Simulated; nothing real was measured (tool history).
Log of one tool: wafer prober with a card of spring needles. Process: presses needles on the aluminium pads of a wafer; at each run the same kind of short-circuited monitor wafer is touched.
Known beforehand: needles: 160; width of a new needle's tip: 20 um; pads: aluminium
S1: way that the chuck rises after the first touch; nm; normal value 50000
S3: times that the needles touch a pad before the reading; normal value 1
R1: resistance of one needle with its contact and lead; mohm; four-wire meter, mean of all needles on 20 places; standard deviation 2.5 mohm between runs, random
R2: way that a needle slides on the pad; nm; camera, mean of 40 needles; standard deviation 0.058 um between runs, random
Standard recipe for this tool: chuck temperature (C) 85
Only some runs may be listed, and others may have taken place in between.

{"run": 1, "day": 0.0, "S1": 50000, "chuck temperature (C)": 85, "S3": 1, "R1": 288, "R2": 6500}
{"day": 0.267, "done": "tips cleaned on abrasive film"}
{"day": 1.533, "done": "tips cleaned on abrasive film"}
{"day": 2.721, "done": "tips cleaned on abrasive film"}
{"run": 2, "day": 3.633, "S1": 64000, "chuck temperature (C)": 85, "S3": 1, "R1": 279, "R2": 8420}
{"day": 3.846, "done": "tips cleaned on abrasive film"}
{"day": 4.962, "done": "tips cleaned on abrasive film"}
{"day": 6.108, "done": "tips cleaned on abrasive film"}
{"run": 3, "day": 6.717, "S1": 64000, "chuck temperature (C)": 85, "S3": 1, "R1": 281, "R2": 8460}
{"day": 7.25, "done": "tips cleaned on abrasive film"}
{"day": 8.492, "done": "tips cleaned on abrasive film"}
{"day": 9.742, "done": "tips cleaned on abrasive film"}
{"run": 4, "day": 10.617, "S1": 64000, "chuck temperature (C)": 85, "S3": 1, "R1": 281, "R2": 8500}
{"day": 10.858, "done": "tips cleaned on abrasive film"}
{"day": 12.046, "done": "tips cleaned on abrasive film"}
{"day": 13.288, "done": "tips cleaned on abrasive film"}
{"run": 5, "day": 13.483, "S1": 64000, "chuck temperature (C)": 85, "S3": 1, "R1": 283, "R2": 8540}
{"day": 14.517, "done": "tips cleaned on abrasive film"}
{"day": 14.529, "done": "height of the first contact set anew"}
{"day": 15.683, "done": "tips cleaned on abrasive film"}
{"run": 6, "day": 16.258, "S1": 50000, "chuck temperature (C)": 41, "S3": 1, "R1": 273, "R2": 6650}
{"day": 16.792, "done": "tips cleaned on abrasive film"}
{"day": 17.983, "done": "tips cleaned on abrasive film"}
{"run": 7, "day": 18.5, "S1": 50000, "chuck temperature (C)": 85, "S3": 1, "R1": 286, "R2": 6610}
{"day": 19.271, "done": "tips cleaned on abrasive film"}
{"day": 20.521, "done": "tips cleaned on abrasive film"}
{"run": 8, "day": 20.696, "S1": 50000, "chuck temperature (C)": 85, "S3": 1, "R1": 288, "R2": 6540}
{"day": 21.754, "done": "tips cleaned on abrasive film"}
{"day": 23.079, "done": "tips cleaned on abrasive film"}
{"run": 9, "day": 23.5, "S1": 50000, "chuck temperature (C)": 85, "S3": 1, "R1": 286, "R2": 6640}
{"day": 24.233, "done": "tips cleaned on abrasive film"}
{"day": 25.296, "done": "tips cleaned on abrasive film"}
{"run": 10, "day": 26.112, "S1": 50000, "chuck temperature (C)": 85, "S3": 1, "R1": 284, "R2": 6630}
{"day": 26.383, "done": "tips cleaned on abrasive film"}
{"day": 27.554, "done": "tips cleaned on abrasive film"}
{"run": 11, "day": 28.383, "S1": 38000, "chuck temperature (C)": 85, "S3": 1, "R1": 296, "R2": 5070}
{"day": 28.65, "done": "tips cleaned on abrasive film"}
{"day": 29.867, "done": "tips cleaned on abrasive film"}
{"day": 30.929, "done": "tips cleaned on abrasive film"}
{"run": 12, "day": 31.5, "S1": 38000, "chuck temperature (C)": 85, "S3": 1, "R1": 294, "R2": 4990}
{"day": 32.033, "done": "tips cleaned on abrasive film"}
{"day": 33.275, "done": "tips cleaned on abrasive film"}
{"day": 34.558, "done": "tips cleaned on abrasive film"}
{"run": 13, "day": 34.629, "S1": 38000, "chuck temperature (C)": 85, "S3": 1, "R1": 301, "R2": 5040}
{"day": 35.692, "done": "tips cleaned on abrasive film"}
{"day": 36.792, "done": "tips cleaned on abrasive film"}
{"run": 14, "day": 36.792, "S1": 38000, "chuck temperature (C)": 85, "S3": 1, "R1": 295, "R2": 5020}
{"day": 38.117, "done": "tips cleaned on abrasive film"}
{"run": 15, "day": 38.954, "S1": 38000, "chuck temperature (C)": 85, "S3": 1, "R1": 298, "R2": 5000}
{"day": 39.225, "done": "tips cleaned on abrasive film"}
{"day": 40.446, "done": "tips cleaned on abrasive film"}
{"day": 41.767, "done": "tips cleaned on abrasive film"}
{"day": 42.938, "done": "tips cleaned on abrasive film"}
{"run": 16, "day": 42.979, "S1": 38000, "chuck temperature (C)": 85, "S3": 1, "R1": 296, "R2": 4950}
{"day": 44.217, "done": "tips cleaned on abrasive film"}
{"day": 45.438, "done": "tips cleaned on abrasive film"}
{"run": 17, "day": 46.35, "S1": 36000, "chuck temperature (C)": 85, "S3": 1, "R1": 296, "R2": 4800}
{"day": 46.617, "done": "tips cleaned on abrasive film"}
{"day": 47.921, "done": "tips cleaned on abrasive film"}
{"day": 49.062, "done": "tips cleaned on abrasive film"}
{"run": 18, "day": 50.0, "S1": 50000, "chuck temperature (C)": 85, "S3": 2, "R1": 292, "R2": 6560}
{"day": 50.238, "done": "tips cleaned on abrasive film"}
{"day": 51.483, "done": "tips cleaned on abrasive film"}
{"day": 52.546, "done": "tips cleaned on abrasive film"}
{"day": 53.862, "done": "tips cleaned on abrasive film"}
{"day": 54.175, "done": "height of the first contact set anew"}
{"run": 19, "day": 54.175, "S1": 49000, "chuck temperature (C)": 85, "S3": 2, "R1": 288, "R2": 6420}
{"day": 55.05, "done": "tips cleaned on abrasive film"}
{"day": 56.158, "done": "tips cleaned on abrasive film"}
{"run": 20, "day": 56.375, "S1": 49000, "chuck temperature (C)": 85, "S3": 2, "R1": 285, "R2": 6600}
{"day": 57.346, "done": "tips cleaned on abrasive film"}
{"run": 21, "day": 58.317, "S1": 50000, "chuck temperature (C)": 85, "S3": 2, "R1": 288, "R2": 6540}
{"day": 58.583, "done": "tips cleaned on abrasive film"}
{"day": 59.708, "done": "tips cleaned on abrasive film"}
{"day": 60.896, "done": "tips cleaned on abrasive film"}
{"day": 62.112, "done": "tips cleaned on abrasive film"}
{"run": 22, "day": 62.283, "S1": 62000, "chuck temperature (C)": 52, "S3": 1, "R1": 273, "R2": 8310}
{"day": 63.267, "done": "tips cleaned on abrasive film"}
{"day": 64.45, "done": "tips cleaned on abrasive film"}
{"day": 65.679, "done": "tips cleaned on abrasive film"}
{"run": 23, "day": 65.742, "S1": 32000, "chuck temperature (C)": 50, "S3": 3, "R1": 287, "R2": 4180}
{"day": 66.917, "done": "tips cleaned on abrasive film"}
{"day": 68.138, "done": "tips cleaned on abrasive film"}
{"run": 24, "day": 68.888, "S1": 32000, "chuck temperature (C)": 50, "S3": 3, "R1": 290, "R2": 4280}
{"day": 69.421, "done": "tips cleaned on abrasive film"}
{"day": 70.608, "done": "tips cleaned on abrasive film"}
{"run": 25, "day": 71.25, "S1": 45000, "chuck temperature (C)": 33, "S3": 3, "R1": 275, "R2": 5970}
{"day": 71.779, "done": "tips cleaned on abrasive film"}
{"day": 73.008, "done": "tips cleaned on abrasive film"}
{"day": 74.271, "done": "tips cleaned on abrasive film"}
{"run": 26, "day": 74.742, "S1": 45000, "chuck temperature (C)": 85, "S3": 1, "R1": 289, "R2": 5930}
{"day": 75.471, "done": "tips cleaned on abrasive film"}
{"day": 76.696, "done": "tips cleaned on abrasive film"}
{"run": 27, "day": 77.612, "S1": 69000, "chuck temperature (C)": 43, "S3": 2, "R1": 264, "R2": 9180}
{"day": 77.825, "done": "tips cleaned on abrasive film"}
{"day": 79.067, "done": "tips cleaned on abrasive film"}
{"day": 80.262, "done": "tips cleaned on abrasive film"}
{"run": 28, "day": 80.262, "S1": 48000, "chuck temperature (C)": 29, "S3": 1, "R1": 269, "R2": 6240}
{"day": 81.425, "done": "tips cleaned on abrasive film"}
{"day": 82.575, "done": "tips cleaned on abrasive film"}
{"day": 83.696, "done": "tips cleaned on abrasive film"}
{"run": 29, "day": 83.933, "S1": 63000, "chuck temperature (C)": 31, "S3": 1, "R1": 265, "R2": 8300}
{"day": 84.929, "done": "tips cleaned on abrasive film"}
{"run": 30, "day": 85.638, "S1": 31000, "chuck temperature (C)": 64, "S3": 2, "R1": 301, "R2": 4080}

Forecast each of these 3 alternatives for the next run:
{"day": 86.108, "done": "tips cleaned on abrasive film"}
{"day": 87.388, "done": "tips cleaned on abrasive film"}
{"day": 88.596, "done": "tips cleaned on abrasive film"}
{"run": "A", "day": 88.75, "S1": 40000, "chuck temperature (C)": 68, "S3": 2, "R1": "?", "R2": "?"}
{"day": 86.108, "done": "tips cleaned on abrasive film"}
{"day": 87.388, "done": "tips cleaned on abrasive film"}
{"day": 88.596, "done": "tips cleaned on abrasive film"}
{"run": "B", "day": 88.75, "S1": 31000, "chuck temperature (C)": 39, "S3": 2, "R1": "?", "R2": "?"}
{"day": 86.108, "done": "tips cleaned on abrasive film"}
{"day": 87.388, "done": "tips cleaned on abrasive film"}
{"day": 88.596, "done": "tips cleaned on abrasive film"}
{"run": "C", "day": 88.75, "S1": 31000, "chuck temperature (C)": 68, "S3": 2, "R1": "?", "R2": "?"}

run=A R1=289 R2=5240
run=B R1=285 R2=4150
run=C R1=296 R2=4030
The same runs, with their run-to-run variation unchanged, on a tool lacking any hidden condition would have given:
run=A R1=288 R2=5240
run=B R1=285 R2=4150
run=C R1=296 R2=4030
